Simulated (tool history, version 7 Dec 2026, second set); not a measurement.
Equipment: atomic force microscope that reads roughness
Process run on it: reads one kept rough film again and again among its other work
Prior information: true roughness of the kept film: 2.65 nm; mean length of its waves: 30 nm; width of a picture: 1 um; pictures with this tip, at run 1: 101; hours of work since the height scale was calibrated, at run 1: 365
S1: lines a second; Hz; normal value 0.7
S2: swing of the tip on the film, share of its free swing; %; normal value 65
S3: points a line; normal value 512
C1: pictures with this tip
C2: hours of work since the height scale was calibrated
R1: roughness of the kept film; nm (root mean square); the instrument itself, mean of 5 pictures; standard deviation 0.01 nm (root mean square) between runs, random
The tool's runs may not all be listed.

run,hour,S1,S2,S3,C1,C2,R1
1,0,0.7,65,512,101,365,2.009
2,14.6,0.7,65,512,134,375,1.931
3,30.7,0.7,65,512,170,386,1.842
4,49.3,0.7,65,512,212,398,1.751
# hour 52.6: new tip fitted
5,64.3,0.7,65,512,27,408,2.218
6,85.3,0.7,65,512,74,422,2.085
7,100.6,0.7,65,512,109,433,1.974
8,124.3,0.7,65,512,162,449,1.822
# hour 149.3: new tip fitted
9,157.1,0.7,65,512,18,471,2.278
10,185.1,0.7,65,512,81,490,2.078
11,202.3,0.7,65,433,120,502,1.958
12,228.1,0.7,65,433,178,519,1.836
# hour 244.8: new tip fitted
13,254.2,1.022,65,512,21,537,2.278
14,278.4,1.022,65,512,76,553,2.101
15,304.4,0.588,71,455,134,571,1.926
16,325.5,0.588,71,455,182,585,1.817
# hour 340.6: new tip fitted
17,358.1,0.588,71,455,39,607,2.204
18,385.3,0.588,71,455,101,625,2.041
19,408.4,3.445,71,870,153,641,1.812
# hour 436.5: new tip fitted
20,437.7,3.445,82,744,3,661,2.113
21,468.4,0.7,76,489,72,682,2.079
22,498.8,0.7,76,489,141,702,1.878
23,522.1,0.7,76,489,193,718,1.781
# hour 532.7: new tip fitted
24,539.7,0.7,74,462,16,730,2.289

Below are 5 alternative next runs, each starting from the tool's condition after run 24. Predict each:
A,556.7,1.24,83,658,54,741,?
B,556.7,0.7,84,494,54,741,?
C,556.7,0.7,81,804,54,741,?
D,556.7,1.436,66,448,54,741,?
E,556.7,2.871,65,464,54,741,?

run,R1
A,2.096
B,2.139
C,2.147
D,2.149
E,2.116
Without the tool's unlogged condition, the same runs would have read:
run,R1
A,2.266
B,2.312
C,2.321
D,2.323
E,2.288
